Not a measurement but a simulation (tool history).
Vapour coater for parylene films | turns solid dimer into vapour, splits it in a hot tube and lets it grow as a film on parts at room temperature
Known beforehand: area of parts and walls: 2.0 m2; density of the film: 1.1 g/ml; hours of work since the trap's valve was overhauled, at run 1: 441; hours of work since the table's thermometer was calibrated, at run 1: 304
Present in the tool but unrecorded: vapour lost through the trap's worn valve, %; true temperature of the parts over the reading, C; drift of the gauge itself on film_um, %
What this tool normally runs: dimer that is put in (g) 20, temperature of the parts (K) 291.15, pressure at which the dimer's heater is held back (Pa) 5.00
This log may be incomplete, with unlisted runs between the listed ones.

run	day	dimer that is put in (g)	temperature of the parts (K)	pressure at which the dimer's heater is held back (Pa)	hours of work since the trap's valve was overhauled	hours of work since the table's thermometer was calibrated	thickness of the film (µm)
1	0.000	20	291.15	5.00	441	304	5.23
2	1.621	20	291.15	5.00	470	333	5.20
3	3.404	20	291.15	5.00	502	365	5.16
4	4.492	20	291.15	5.00	521	385	5.18
5	5.500	20	291.15	5.00	539	403	5.19
6	6.808	20	291.15	5.00	563	426	5.17
7	8.158	20	291.15	5.00	587	450	5.16
8	9.879	20	297.15	5.00	618	481	3.84
9	11.062	20	291.15	5.00	639	502	5.20
10	12.217	20	291.15	5.00	659	523	5.17
# day 13.475: trap's valve overhauled
11	13.817	20	294.15	5.00	6	548	4.66
12	15.054	20	294.15	5.00	28	570	4.62
13	16.817	20	301.15	5.00	60	602	3.30
14	18.367	25	300.15	4.28	87	630	4.47
15	20.246	20	291.15	9.29	121	663	4.57

Forecast run 16:
16	21.525	20	291.15	6.74	144	686	?

{"run 16": {"thickness of the film (µm)": 4.96}}
The same run, on a tool lacking any hidden state, would have yielded thickness of the film (µm) 4.89.
